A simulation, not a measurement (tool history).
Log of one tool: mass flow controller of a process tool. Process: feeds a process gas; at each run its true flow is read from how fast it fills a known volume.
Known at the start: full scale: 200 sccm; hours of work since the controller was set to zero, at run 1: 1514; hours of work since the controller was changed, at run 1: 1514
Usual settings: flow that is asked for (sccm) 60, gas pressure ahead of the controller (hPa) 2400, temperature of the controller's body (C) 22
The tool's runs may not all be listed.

run,hour,flow that is asked for (sccm),gas pressure ahead of the controller (hPa),temperature of the controller's body (C),hours of work since the controller was set to zero,hours of work since the controller was changed,true flow (%)
1,0.0,60,2400,22,1514,1514,99.26
2,282.5,60,2400,22,1608,1608,99.40
3,423.5,60,2400,25,1655,1655,99.26
4,560.3,60,1530,22,1701,1701,99.16
5,716.2,60,2400,22,1752,1752,99.51
6,898.5,60,2400,22,1813,1813,99.67
7,1056.0,60,2400,22,1865,1865,99.59
8,1197.6,60,2400,22,1912,1912,99.61
9,1409.5,27,2400,22,1983,1983,99.50
10,1693.4,60,2080,22,2077,2077,99.71
11,1892.0,60,2080,22,2143,2143,99.90
12,2084.3,37,2080,38,2207,2207,98.69
13,2336.3,37,2080,38,2290,2290,98.74
14,2458.5,112,2080,21,2331,2331,100.50
15,2649.1,112,2080,21,2394,2394,100.47
16,2866.0,60,2520,23,2466,2466,100.22
17,3086.8,60,2520,23,2540,2540,100.37
18,3340.5,37,2110,24,2624,2624,100.05
19,3569.2,37,2110,24,2700,2700,100.16
20,3774.8,37,2110,24,2768,2768,100.11
21,3995.7,25,2400,21,2841,2841,100.54
22,4199.8,55,1540,30,2909,2909,99.91

4 ways to go on from here, each from the tool as it stands after run 22. What would each give?
A,4387.1,106,2590,38,2971,2971,?
B,4387.1,55,1540,21,2971,2971,?
C,4387.1,60,2400,21,2971,2971,?
D,4387.1,60,2340,27,2971,2971,?

run,true flow (%)
A,100.20
B,100.51
C,100.99
D,100.49
Without the tool's hidden state the same runs would have given:
run,true flow (%)
A,98.65
B,98.94
C,99.42
D,98.93
